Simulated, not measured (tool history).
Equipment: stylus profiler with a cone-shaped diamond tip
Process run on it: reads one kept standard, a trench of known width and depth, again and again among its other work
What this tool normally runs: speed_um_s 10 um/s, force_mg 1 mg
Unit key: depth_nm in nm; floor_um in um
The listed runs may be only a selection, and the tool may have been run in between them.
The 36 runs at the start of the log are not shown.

run	hour	speed_um_s	force_mg	depth_nm	floor_um
37	1275.2	3	1.84	202.02	17.95
38	1302.1	14	1.18	201.53	17.89
39	1333.6	32	0.81	201.01	17.64
40	1365.6	8	0.42	200.79	17.91
41	1407.1	8	0.82	201.23	17.94
42	1433.4	7	1	201.34	17.99
# hour 1443.7: new tip fitted, height scale calibrated
43	1471.5	30	2.81	202.72	17.94
44	1522.1	31	0.57	201	17.7
45	1572.9	31	0.57	201.02	17.69
46	1622.2	21	1	201.31	17.9
47	1674.3	21	1.49	201.86	17.92

Each row is a separate what-if for the run after 47, all from the same tool condition, not one after another. Results?
A	1713.8	7	2.53	?	?
B	1713.8	35	2.98	?	?
C	1713.8	27	1	?	?

run	depth_nm	floor_um
A	202.58	17.94
B	202.86	17.84
C	201.38	17.83
Stripped of hidden state, with their random variation kept, the same runs would have yielded:
run	depth_nm	floor_um
A	202.57	17.94
B	202.86	17.84
C	201.37	17.84
